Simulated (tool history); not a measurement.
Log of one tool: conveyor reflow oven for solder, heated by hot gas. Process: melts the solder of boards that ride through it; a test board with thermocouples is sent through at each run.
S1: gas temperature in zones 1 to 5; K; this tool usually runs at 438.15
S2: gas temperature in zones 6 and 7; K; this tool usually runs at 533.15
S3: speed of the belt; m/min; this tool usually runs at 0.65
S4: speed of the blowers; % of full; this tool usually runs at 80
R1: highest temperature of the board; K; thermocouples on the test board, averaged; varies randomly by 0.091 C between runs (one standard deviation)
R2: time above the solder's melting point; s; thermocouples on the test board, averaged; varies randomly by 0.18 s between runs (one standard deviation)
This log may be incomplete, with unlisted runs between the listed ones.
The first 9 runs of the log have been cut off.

run,hour,S1,S2,S3,S4,R1,R2
10,222.3,438.15,533.15,0.65,52,515.19,43.3
11,260.8,438.15,533.15,0.65,52,515.08,43.4
12,289.1,438.15,533.15,0.65,80,522.16,52
13,311,438.15,533.15,0.65,80,522.26,52.3
14,339.4,438.15,533.15,0.65,51,514.81,43
15,376,438.15,533.15,0.65,51,514.8,42.7
16,400.9,431.15,533.15,0.65,80,521.39,49
# hour 410.7: flux residue cleaned out of gas plates and filters
17,423,431.15,533.15,0.65,80,521.44,49.3
18,447.5,446.15,525.15,0.566,58,514.87,55.9
19,481.5,434.15,539.15,0.687,80,525.75,49.7
# hour 504.7: thermocouples of zones 6 and 7 changed
20,509.4,434.15,539.15,0.687,80,525.59,49.7
21,531.1,434.15,539.15,0.687,80,525.58,49.8
22,555.7,434.15,539.15,0.687,80,525.66,49.6

The next listed run, before its measurement:
23,589.9,434.15,539.15,0.687,80,?,?

{"run 23": {"R1": 525.68, "R2": 49.6}}
Were there no unlogged condition in the tool, this run, its random variation unchanged, would have produced R1 525.69 K, R2 49.6 s.
